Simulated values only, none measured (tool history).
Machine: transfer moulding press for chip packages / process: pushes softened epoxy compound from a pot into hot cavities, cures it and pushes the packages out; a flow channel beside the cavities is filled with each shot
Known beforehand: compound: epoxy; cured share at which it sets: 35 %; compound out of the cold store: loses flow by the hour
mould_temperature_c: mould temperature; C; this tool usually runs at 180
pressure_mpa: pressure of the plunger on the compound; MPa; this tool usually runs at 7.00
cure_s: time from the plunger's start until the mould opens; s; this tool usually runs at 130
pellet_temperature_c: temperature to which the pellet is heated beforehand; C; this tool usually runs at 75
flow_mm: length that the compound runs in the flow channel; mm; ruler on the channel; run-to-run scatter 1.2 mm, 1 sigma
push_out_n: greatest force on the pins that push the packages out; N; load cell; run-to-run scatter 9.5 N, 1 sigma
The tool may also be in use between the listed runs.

run	hour	mould_temperature_c	pressure_mpa	cure_s	pellet_temperature_c	incoming compound's hours out of the cold store	flow_mm	push_out_n
1	0.0	180	7.00	130	75	13.9	754	598
2	30.0	180	7.00	130	75	9.7	772	731
3	63.8	180	7.00	130	75	25.0	700	738
# hour 81.0: cavities cleaned with cleaning compound and waxed
# hour 86.1: plunger's sealing rings changed
4	86.1	180	7.00	130	75	13.3	768	910
5	118.0	180	7.00	130	75	33.3	681	871
6	154.3	180	7.00	130	75	46.7	627	879
# hour 162.1: mould's thermocouples calibrated
# hour 165.5: cavities cleaned with cleaning compound and waxed, once more
7	173.8	180	7.00	167	75	37.6	659	430
8	201.7	180	7.00	167	75	30.3	686	554
9	223.8	180	7.00	138	75	32.0	678	656
10	257.8	180	7.00	130	75	8.4	779	770
# hour 272.6: cavities cleaned with cleaning compound and waxed
11	293.5	181	7.00	130	75	36.5	654	519
12	323.0	180	7.00	129	75	36.6	654	656
13	352.3	180	7.00	129	75	36.5	653	709
# hour 363.2: plunger's sealing rings changed
# hour 382.4: cavities cleaned with cleaning compound and waxed
14	393.0	180	7.00	129	75	47.2	628	490
15	410.3	188	7.00	130	69	31.1	668	561
16	438.8	180	5.79	130	70	24.0	652	652
17	463.7	180	6.13	126	75	15.6	704	754
18	483.1	180	5.56	156	75	13.7	677	721
# hour 490.9: cavities cleaned with cleaning compound and waxed
19	510.5	176	7.00	167	75	45.2	639	508
20	545.6	181	6.03	167	76	9.8	714	584
21	575.3	178	7.00	130	75	12.5	766	784
22	591.7	180	7.00	130	69	8.9	775	801
# hour 598.2: cavities cleaned with cleaning compound and waxed
23	612.3	172	7.65	121	76	44.1	680	834
24	635.1	178	6.26	130	75	35.1	629	615
# hour 640.9: plunger's sealing rings changed
25	672.1	178	6.26	130	75	35.3	643	760
26	706.0	178	6.26	130	75	13.3	732	835
# hour 709.6: cavities cleaned with cleaning compound and waxed
27	739.3	178	6.26	148	75	33.9	645	575
# hour 757.1: mould's thermocouples calibrated
28	767.3	178	6.26	144	72	27.7	667	630

Here are 3 independent what-if runs from the current tool condition. What would each one return?
A	789.8	186	6.26	144	66	27.4	?	?
B	789.8	180	7.56	130	75	44.9	?	?
C	789.8	181	8.20	116	75	11.2	?	?

run	flow_mm	push_out_n
A	645	669
B	654	687
C	826	732
Take away the tool's hidden state, keep each run's random variation, and the runs would have read:
run	flow_mm	push_out_n
A	654	411
B	664	425
C	838	451

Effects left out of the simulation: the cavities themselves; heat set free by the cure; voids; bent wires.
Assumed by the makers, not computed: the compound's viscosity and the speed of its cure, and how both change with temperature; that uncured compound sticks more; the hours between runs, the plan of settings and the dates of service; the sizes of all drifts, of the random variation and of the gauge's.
